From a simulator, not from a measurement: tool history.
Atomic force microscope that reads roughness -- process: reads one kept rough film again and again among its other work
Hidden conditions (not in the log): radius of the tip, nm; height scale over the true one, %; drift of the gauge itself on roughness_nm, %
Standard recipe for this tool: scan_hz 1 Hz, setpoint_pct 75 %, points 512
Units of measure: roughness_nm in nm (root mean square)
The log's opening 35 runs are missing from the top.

run,day,scan_hz,setpoint_pct,points,pictures with this tip,hours of work since the height scale was calibrated,roughness_nm
# day 65.029: new tip fitted
# day 66.75: new tip fitted
36,67.104,2.58,58,502,19,223,1.912
# day 68.612: new tip fitted
37,69.367,2.56,62,413,41,262,1.822
# day 70.412: new tip fitted
38,70.55,3.45,82,962,7,282,1.602
# day 72.154: new tip fitted
39,73.321,1.38,77,656,63,330,1.721
# day 73.983: new tip fitted
40,75.292,1,69,512,70,364,1.786
# day 75.775: new tip fitted
# day 77.462: new tip fitted
41,77.462,1.17,81,426,0,401,1.88
# day 79.179: new tip fitted
42,79.779,1.82,82,373,32,441,1.677
# day 80.946: new tip fitted
43,81.671,1.82,82,373,39,474,1.691
# day 82.733: new tip fitted
44,83.679,0.89,56,351,51,508,1.869
# day 84.542: new tip fitted
# day 86.283: new tip fitted
45,86.283,1.27,75,512,0,553,1.909
46,87.888,2.48,73,300,86,581,1.595
# day 88.083: new tip fitted
# day 89.921: new tip fitted
47,90.571,1,75,911,35,627,1.858
# day 91.746: new tip fitted
48,91.946,1,88,830,11,650,1.798

What if the next run were any one of these 3? Each begins from the tool's condition after run 48:
A,93.304,1.75,88,307,84,674,?
B,93.304,1.36,57,564,84,674,?
C,93.304,3.77,88,328,84,674,?

run,roughness_nm
A,1.516
B,1.771
C,1.278
Without the tool's hidden state the same runs would have given:
run,roughness_nm
A,1.721
B,2.011
C,1.451
